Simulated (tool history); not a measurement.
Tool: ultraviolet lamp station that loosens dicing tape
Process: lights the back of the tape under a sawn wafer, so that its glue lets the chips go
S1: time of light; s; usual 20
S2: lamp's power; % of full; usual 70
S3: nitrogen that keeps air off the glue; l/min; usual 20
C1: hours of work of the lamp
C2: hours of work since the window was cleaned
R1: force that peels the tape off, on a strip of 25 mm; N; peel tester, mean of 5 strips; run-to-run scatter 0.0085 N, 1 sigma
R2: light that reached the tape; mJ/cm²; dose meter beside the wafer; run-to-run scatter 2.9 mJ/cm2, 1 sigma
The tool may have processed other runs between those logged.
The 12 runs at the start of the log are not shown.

Run 13, hour 430.6: usual settings but S3 34 l/min; C1 976; C2 39. Result: R1 0.678 N, R2 282 mJ/cm².
Run 14, hour 463.3: usual settings but S3 34 l/min; C1 997; C2 60. Result: R1 0.722 N, R2 273 mJ/cm².
Run 15, hour 506.2: usual settings but S1 11 s; C1 1025; C2 88. Result: R1 1.724 N, R2 151 mJ/cm².
Run 16, hour 525.8: usual settings; C1 1037; C2 100. Result: R1 0.859 N, R2 259 mJ/cm².
Run 17, hour 547.8: usual settings; C1 1051; C2 115. Result: R1 0.896 N, R2 262 mJ/cm².
Run 18, hour 581.3: usual settings; C1 1073; C2 136. Result: R1 0.933 N, R2 253 mJ/cm².
Run 19, hour 619.7: usual settings; C1 1098; C2 161. Result: R1 0.979 N, R2 244 mJ/cm².
At hour 629.8: window cleaned of glue's vapour, once more.
Run 20, hour 659.7: usual settings; C1 1123; C2 19. Result: R1 0.502 N, R2 363 mJ/cm².
Run 21, hour 706.7: usual settings but S1 24 s, S3 16 l/min; C1 1154; C2 50. Result: R1 0.362 N, R2 426 mJ/cm².
Run 22, hour 741.7: usual settings but S1 16 s, S2 73 % of full, S3 13 l/min; C1 1176; C2 72. Result: R1 0.829 N, R2 293 mJ/cm².
Run 23, hour 771.3: usual settings but S1 16 s, S2 73 % of full, S3 13 l/min; C1 1195; C2 91. Result: R1 0.838 N, R2 286 mJ/cm².
Run 24, hour 816.6: usual settings but S1 17 s, S2 95 % of full, S3 7 l/min; C1 1224; C2 120. Result: R1 0.657 N, R2 390 mJ/cm².
Run 25, hour 861.4: usual settings but S1 17 s, S2 95 % of full, S3 14 l/min; C1 1253; C2 149. Result: R1 0.528 N, R2 379 mJ/cm².
Run 26, hour 892.1: usual settings but S2 81 % of full, S3 9 l/min; C1 1273; C2 169. Result: R1 0.643 N, R2 369 mJ/cm².

Run 27, settings as shown, results not yet in. Your forecast:
Run 27, hour 932.6: usual settings but S2 81 % of full, S3 9 l/min; C1 1299; C2 195. Result: R1 ?, R2 ?.

Run 27 yielded R1 0.656 N, R2 364 mJ/cm².
Minus the tool's unlogged condition, the same run would have read R1 0.355 N, R2 497 mJ/cm².
